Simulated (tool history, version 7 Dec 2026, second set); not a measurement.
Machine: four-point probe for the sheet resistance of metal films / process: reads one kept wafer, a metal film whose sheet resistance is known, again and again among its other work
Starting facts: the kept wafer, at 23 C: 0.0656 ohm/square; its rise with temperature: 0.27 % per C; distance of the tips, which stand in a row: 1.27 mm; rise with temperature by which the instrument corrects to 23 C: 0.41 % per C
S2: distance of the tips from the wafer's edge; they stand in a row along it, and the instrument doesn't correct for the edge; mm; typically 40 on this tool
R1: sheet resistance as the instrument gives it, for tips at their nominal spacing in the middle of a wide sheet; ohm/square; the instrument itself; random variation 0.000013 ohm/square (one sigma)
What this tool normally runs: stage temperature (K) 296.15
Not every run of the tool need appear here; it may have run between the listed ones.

Run 1, day 0: usual settings. Result: R1 0.064725 ohm/square.
Run 2, day 0.967: usual settings. Result: R1 0.064708 ohm/square.
Run 3, day 1.838: usual settings. Result: R1 0.06469 ohm/square.
Run 4, day 2.833: usual settings but stage temperature (K) 299.15. Result: R1 0.064451 ohm/square.
Run 5, day 3.562: usual settings but S2 9 mm. Result: R1 0.065329 ohm/square.
Run 6, day 4.475: usual settings. Result: R1 0.064674 ohm/square.
Run 7, day 5.229: usual settings but S2 8 mm. Result: R1 0.065491 ohm/square.
Run 8, day 5.983: usual settings but S2 8 mm. Result: R1 0.065478 ohm/square.
Run 9, day 6.621: usual settings but S2 66 mm. Result: R1 0.064653 ohm/square.
Run 10, day 7.325: usual settings but S2 66 mm. Result: R1 0.064635 ohm/square.
Run 11, day 7.792: usual settings but S2 66 mm. Result: R1 0.064626 ohm/square.
At day 8.262: new probe head fitted.
Run 12, day 8.862: usual settings but S2 66 mm. Result: R1 0.065743 ohm/square.
Run 13, day 9.779: usual settings but S2 66 mm. Result: R1 0.065721 ohm/square.
Run 14, day 10.838: usual settings but S2 66 mm. Result: R1 0.065732 ohm/square.
Run 15, day 11.671: usual settings but S2 6 mm. Result: R1 0.067228 ohm/square.
Run 16, day 12.525: usual settings but S2 36 mm. Result: R1 0.065717 ohm/square.
Run 17, day 13.262: usual settings but S2 4 mm. Result: R1 0.069053 ohm/square.
Run 18, day 14.033: usual settings but stage temperature (K) 295.15, S2 15 mm. Result: R1 0.066008 ohm/square.
Run 19, day 14.517: usual settings but stage temperature (K) 295.15, S2 12 mm. Result: R1 0.066132 ohm/square.
Run 20, day 15.217: usual settings but stage temperature (K) 295.15, S2 15 mm. Result: R1 0.065975 ohm/square.
At day 15.333: stage's thermometer calibrated.
Run 21, day 15.838: usual settings but stage temperature (K) 295.15, S2 5 mm. Result: R1 0.067964 ohm/square.
Run 22, day 16.325: usual settings but stage temperature (K) 308.15, S2 51 mm. Result: R1 0.064685 ohm/square.
Run 23, day 16.854: usual settings but stage temperature (K) 292.15. Result: R1 0.066045 ohm/square.
Run 24, day 17.775: usual settings but stage temperature (K) 302.15, S2 23 mm. Result: R1 0.065237 ohm/square.
Run 25, day 18.792: usual settings but stage temperature (K) 298.15, S2 72 mm. Result: R1 0.065477 ohm/square.
Run 26, day 19.338: usual settings but stage temperature (K) 297.15, S2 20 mm. Result: R1 0.065704 ohm/square.
At day 19.904: stage's thermometer calibrated, once more.
Run 27, day 20.233: usual settings but stage temperature (K) 297.15, S2 20 mm. Result: R1 0.065655 ohm/square.
Run 28, day 21.296: usual settings but stage temperature (K) 295.15, S2 4 mm. Result: R1 0.069056 ohm/square.
Run 29, day 22.004: usual settings but stage temperature (K) 295.15, S2 43 mm. Result: R1 0.065706 ohm/square.
Run 30, day 22.738: usual settings but stage temperature (K) 295.15, S2 43 mm. Result: R1 0.065678 ohm/square.
Run 31, day 23.288: usual settings but S2 7 mm. Result: R1 0.066706 ohm/square.
Run 32, day 24.071: usual settings but stage temperature (K) 292.15, S2 32 mm. Result: R1 0.065974 ohm/square.

Results per run with the tool's hidden condition removed, run-to-run variation unchanged:
The tool's hidden condition here consists of: inner tips' distance over the nominal, %; tips' flats over new ones', %; wafer's true temperature over the reading, C; drift of the gauge itself on sheet_ohm, %.
run        R1
  1  0.065649
  2  0.065639
  3  0.065628
  4  0.065392
  5  0.066288
  6  0.065631
  7  0.066465
  8  0.066458
  9  0.065626
 10  0.065613
 11  0.065606
 12   0.06563
 13  0.065614
 14  0.065634
 15  0.067134
 16  0.065632
 17   0.06897
 18  0.065933
 19  0.066061
 20  0.065909
 21  0.067898
 22  0.064627
 23  0.065989
 24  0.065189
 25  0.065437
 26  0.065667
 27  0.065651
 28   0.06906
 29  0.065715
 30  0.065693
 31  0.066725
 32  0.065998
